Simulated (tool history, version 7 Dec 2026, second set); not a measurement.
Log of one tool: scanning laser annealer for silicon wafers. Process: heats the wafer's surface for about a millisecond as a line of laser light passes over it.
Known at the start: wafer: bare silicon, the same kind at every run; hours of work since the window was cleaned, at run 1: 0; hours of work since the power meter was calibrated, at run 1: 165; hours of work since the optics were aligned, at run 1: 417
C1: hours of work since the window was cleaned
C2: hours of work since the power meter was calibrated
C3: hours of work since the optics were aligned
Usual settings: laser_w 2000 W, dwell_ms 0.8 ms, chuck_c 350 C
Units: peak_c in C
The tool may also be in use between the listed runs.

{"run": 1, "hour": 0.0, "laser_w": 2000, "dwell_ms": 0.8, "chuck_c": 350, "C1": 0, "C2": 165, "C3": 417, "peak_c": 1082}
{"run": 2, "hour": 8.6, "laser_w": 2056, "dwell_ms": 0.8, "chuck_c": 350, "C1": 5, "C2": 170, "C3": 423, "peak_c": 1108}
{"run": 3, "hour": 15.6, "laser_w": 2076, "dwell_ms": 0.8, "chuck_c": 350, "C1": 10, "C2": 174, "C3": 427, "peak_c": 1117}
{"run": 4, "hour": 22.9, "laser_w": 2076, "dwell_ms": 0.8, "chuck_c": 350, "C1": 14, "C2": 179, "C3": 432, "peak_c": 1113}
{"run": 5, "hour": 32.6, "laser_w": 2076, "dwell_ms": 0.8, "chuck_c": 350, "C1": 20, "C2": 185, "C3": 438, "peak_c": 1113}
{"run": 6, "hour": 37.5, "laser_w": 2041, "dwell_ms": 0.8, "chuck_c": 350, "C1": 23, "C2": 188, "C3": 441, "peak_c": 1100}
{"run": 7, "hour": 47.0, "laser_w": 2041, "dwell_ms": 0.8, "chuck_c": 350, "C1": 29, "C2": 193, "C3": 446, "peak_c": 1100}
{"run": 8, "hour": 52.0, "laser_w": 2151, "dwell_ms": 0.838, "chuck_c": 337, "C1": 32, "C2": 197, "C3": 449, "peak_c": 1154}
{"run": 9, "hour": 57.3, "laser_w": 2000, "dwell_ms": 0.8, "chuck_c": 336, "C1": 35, "C2": 200, "C3": 453, "peak_c": 1067}
{"run": 10, "hour": 63.7, "laser_w": 2068, "dwell_ms": 0.744, "chuck_c": 323, "C1": 39, "C2": 204, "C3": 457, "peak_c": 1057}
{"run": 11, "hour": 72.3, "laser_w": 2000, "dwell_ms": 0.671, "chuck_c": 354, "C1": 44, "C2": 209, "C3": 462, "peak_c": 1021}

4 ways to go on from here, each from the tool as it stands after run 11. What would each give?
{"run": "A", "hour": 82.1, "laser_w": 2000, "dwell_ms": 0.8, "chuck_c": 332, "C1": 51, "C2": 215, "C3": 468, "peak_c": "?"}
{"run": "B", "hour": 82.1, "laser_w": 2000, "dwell_ms": 0.671, "chuck_c": 358, "C1": 51, "C2": 215, "C3": 468, "peak_c": "?"}
{"run": "C", "hour": 82.1, "laser_w": 2000, "dwell_ms": 0.638, "chuck_c": 384, "C1": 51, "C2": 215, "C3": 468, "peak_c": "?"}
{"run": "D", "hour": 82.1, "laser_w": 1721, "dwell_ms": 0.951, "chuck_c": 332, "C1": 51, "C2": 215, "C3": 468, "peak_c": "?"}

run=A peak_c=1061
run=B peak_c=1031
run=C peak_c=1038
run=D peak_c=992
Without the tool's hidden state the same runs would have given:
run=A peak_c=1072
run=B peak_c=1042
run=C peak_c=1049
run=D peak_c=1003
